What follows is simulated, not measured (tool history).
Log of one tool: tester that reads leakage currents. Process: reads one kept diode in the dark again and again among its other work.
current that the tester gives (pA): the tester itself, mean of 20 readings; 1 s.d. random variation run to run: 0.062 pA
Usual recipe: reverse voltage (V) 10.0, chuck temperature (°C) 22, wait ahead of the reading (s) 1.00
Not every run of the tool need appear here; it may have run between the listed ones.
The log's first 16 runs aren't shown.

run    hour  reverse voltage (V)  chuck temperature (°C)  wait ahead of the reading (s)  current that the tester gives (pA)
 17  2690.3                  2.1                      22                           1.00                                4.89
 18  2794.7                  2.1                      22                           1.00                                4.94
 19  3026.9                  4.8                      28                           0.44                               13.71
 20  3227.8                  4.8                      28                           0.44                               13.72
 21  3410.1                  4.8                      28                           0.44                               13.73
     3495.2  -- probe card cleaned and baked
 22  3581.1                  1.0                      36                           0.95                               10.55
     3677.0  -- tester calibrated
     3734.7  -- chuck's temperature calibrated
 23  3797.6                  2.8                      22                           5.62                                5.55
 24  4006.0                  2.8                      22                           5.62                                5.54
 25  4202.6                  1.0                      25                           1.00                                4.19
 26  4327.0                  2.4                      52                           0.84                               61.39
 27  4514.0                  2.4                      52                           0.84                               61.33
 28  4674.7                  2.4                      52                           0.84                               61.27
 29  4884.7                  2.4                      52                           0.84                               61.43
 30  5034.3                  7.1                      22                           7.12                                9.01
 31  5201.2                  7.1                      22                           7.12                                9.00
 32  5344.6                  7.1                      22                           7.12                                9.00

Each row is a separate what-if for the run after 32, all from the same tool condition, not one after another. Results?
  A  5503.4                  1.3                      31                           0.36                                   ?
  B  5503.4                  3.8                      22                           7.12                                   ?
  C  5503.4                 14.5                      29                           1.40                                   ?
  D  5503.4                  2.9                      25                           0.56                                   ?
  E  5503.4                  2.2                      44                           3.27                                   ?

run  current that the tester gives (pA)
  A                                8.39
  B                                6.38
  C                               25.59
  D                                7.76
  E                               30.93
Had the tool no hidden state, the same runs would have come out as:
run  current that the tester gives (pA)
  A                                8.39
  B                                6.38
  C                               25.56
  D                                7.76
  E                               30.92
